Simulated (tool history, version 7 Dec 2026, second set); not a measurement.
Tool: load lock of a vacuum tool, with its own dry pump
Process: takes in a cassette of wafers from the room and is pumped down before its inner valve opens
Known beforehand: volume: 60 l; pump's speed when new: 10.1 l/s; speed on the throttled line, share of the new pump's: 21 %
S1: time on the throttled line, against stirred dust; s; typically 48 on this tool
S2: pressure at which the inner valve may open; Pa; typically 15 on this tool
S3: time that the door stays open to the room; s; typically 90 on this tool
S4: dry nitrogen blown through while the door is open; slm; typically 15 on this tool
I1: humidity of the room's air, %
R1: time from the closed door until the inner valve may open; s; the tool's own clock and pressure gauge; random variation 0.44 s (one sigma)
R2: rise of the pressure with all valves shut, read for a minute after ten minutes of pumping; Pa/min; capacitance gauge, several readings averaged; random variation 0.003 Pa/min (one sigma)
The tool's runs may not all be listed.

run,day,S1,S2,S3,S4,I1,R1,R2
1,0.000,48,15,90,15,44.1,92.9,0.043
2,4.588,48,15,47,15,47.9,92.4,0.041
3,7.712,48,15,90,4,46.0,93.0,0.084
4,13.150,48,15,90,15,45.9,93.0,0.053
5,18.633,48,15,90,15,43.8,92.8,0.055
6,22.283,27,15,90,15,47.0,77.0,0.061
7,28.529,48,15,90,6,43.7,93.7,0.076
8,33.833,48,15,90,6,46.6,92.7,0.090
9,36.779,48,15,90,15,45.5,92.8,0.065
10,42.096,48,15,90,15,43.4,93.3,0.072
11,47.396,48,15,90,15,47.6,93.2,0.078
12,52.971,48,15,90,15,44.2,94.1,0.079
13,56.754,48,15,90,15,49.3,93.5,0.084
14,62.575,48,15,90,15,45.1,93.3,0.089
15,66.788,48,15,53,15,43.5,93.9,0.083
16,71.992,41,15,53,16,48.2,88.7,0.084
17,77.775,48,15,51,24,44.7,93.3,0.088
18,81.100,48,15,51,24,42.0,93.5,0.083
19,84.488,48,24,51,24,45.0,90.4,0.088
20,88.462,48,19,197,17,43.6,92.2,0.117
21,94.188,48,14,90,5,46.8,94.4,0.141
22,99.233,57,22,90,18,46.5,98.4,0.112
23,104.008,93,15,90,17,45.8,129.8,0.117
24,106.838,93,15,90,17,48.0,129.1,0.122
25,110.925,48,15,90,22,41.6,94.2,0.112
26,116.779,48,15,90,22,43.0,94.4,0.119
27,120.025,48,11,98,15,40.6,96.8,0.131
28,126.200,48,11,126,15,46.0,96.8,0.146
29,130.362,48,10,30,15,44.8,96.9,0.135
30,134.100,48,11,30,19,46.3,96.0,0.136

Each run again, without the hidden state but with its own random variation kept:
The hidden state here: pump's speed, % of a new pump's; leak at the door's seal, Pa l/s; drift of the gauge itself on ready_s, %; drift of the gauge itself on rise_pa_min, %.
run,R1,R2
1,90.4,0.029
2,89.8,0.024
3,90.3,0.066
4,90.3,0.031
5,90.1,0.030
6,74.0,0.034
7,90.8,0.045
8,89.8,0.056
9,90.0,0.028
10,90.4,0.033
11,90.1,0.034
12,90.9,0.032
13,90.4,0.035
14,90.1,0.034
15,90.8,0.026
16,85.4,0.022
17,90.1,0.022
18,90.2,0.015
19,87.4,0.016
20,89.0,0.043
21,91.0,0.062
22,95.2,0.028
23,126.9,0.030
24,126.3,0.032
25,90.5,0.019
26,90.7,0.021
27,93.0,0.029
28,92.9,0.038
29,93.0,0.023
30,92.1,0.020

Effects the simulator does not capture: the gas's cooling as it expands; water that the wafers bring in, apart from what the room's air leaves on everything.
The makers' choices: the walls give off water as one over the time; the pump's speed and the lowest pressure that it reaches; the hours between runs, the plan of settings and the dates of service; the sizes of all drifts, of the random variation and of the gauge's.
